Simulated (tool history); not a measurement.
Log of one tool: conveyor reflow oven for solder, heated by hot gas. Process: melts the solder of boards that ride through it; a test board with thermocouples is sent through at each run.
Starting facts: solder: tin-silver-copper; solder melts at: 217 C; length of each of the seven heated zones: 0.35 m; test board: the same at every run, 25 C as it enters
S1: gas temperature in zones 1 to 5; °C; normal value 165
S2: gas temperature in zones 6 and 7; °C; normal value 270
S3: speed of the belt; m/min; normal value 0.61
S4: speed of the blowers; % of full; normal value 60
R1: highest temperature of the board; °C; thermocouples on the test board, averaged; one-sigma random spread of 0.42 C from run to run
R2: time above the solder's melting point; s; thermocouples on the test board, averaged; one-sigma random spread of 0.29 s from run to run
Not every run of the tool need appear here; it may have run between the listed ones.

Run 1, hour 0: usual settings. Result: R1 247.6 °C, R2 44 s.
Run 2, hour 8.9: usual settings. Result: R1 247.1 °C, R2 43.9 s.
Run 3, hour 21.5: usual settings. Result: R1 247.3 °C, R2 44.4 s.
Run 4, hour 31.1: usual settings. Result: R1 246.7 °C, R2 44.3 s.
At hour 36.2: belt drive overhauled, speed set with a stopwatch.
Run 5, hour 42.2: usual settings. Result: R1 247 °C, R2 44 s.
Run 6, hour 53.4: usual settings. Result: R1 247.6 °C, R2 44 s.
Run 7, hour 60.8: usual settings. Result: R1 247.5 °C, R2 44.2 s.
Run 8, hour 68.7: usual settings but S1 156 °C, S3 0.589 m/min. Result: R1 246.9 °C, R2 43.1 s.
At hour 79.2: belt drive overhauled, speed set with a stopwatch, once more.
Run 9, hour 84.6: usual settings but S1 156 °C, S3 0.589 m/min. Result: R1 246.8 °C, R2 42.6 s.
Run 10, hour 90.8: usual settings but S1 170 °C, S2 280 °C, S3 0.504 m/min. Result: R1 263.1 °C, R2 68.3 s.
Run 11, hour 98.2: usual settings but S1 170 °C, S2 280 °C, S3 0.504 m/min. Result: R1 263.5 °C, R2 68.4 s.
Run 12, hour 105.8: usual settings but S1 160 °C, S2 267 °C, S4 59 % of full. Result: R1 243 °C, R2 38.8 s.
Run 13, hour 116.5: usual settings but S1 160 °C, S2 267 °C, S4 59 % of full. Result: R1 242.3 °C, R2 39.3 s.
Run 14, hour 126.5: usual settings but S1 180 °C, S2 280 °C. Result: R1 257.2 °C, R2 55.4 s.

5 ways to go on from here, each from the tool as it stands after run 14. What would each give?
Run A, hour 134.8: usual settings but S1 179 °C, S2 268 °C, S3 0.505 m/min. Result: R1 ?, R2 ?.
Run B, hour 134.8: usual settings but S1 180 °C, S2 271 °C. Result: R1 ?, R2 ?.
Run C, hour 134.8: usual settings but S2 283 °C. Result: R1 ?, R2 ?.
Run D, hour 134.8: usual settings but S1 160 °C, S2 272 °C, S3 0.664 m/min. Result: R1 ?, R2 ?.
Run E, hour 134.8: usual settings but S1 180 °C, S2 279 °C. Result: R1 ?, R2 ?.

run     R1    R2
  A    253  65.6
  B  250.4  51.5
  C  258.1  50.8
  D  243.9  35.9
  E  257.4  54.9
Without the tool's unlogged condition, the same runs would have read:
run     R1    R2
  A  254.6    67
  B  252.2  52.9
  C  260.1  52.1
  D  245.9  37.7
  E  259.3  56.2
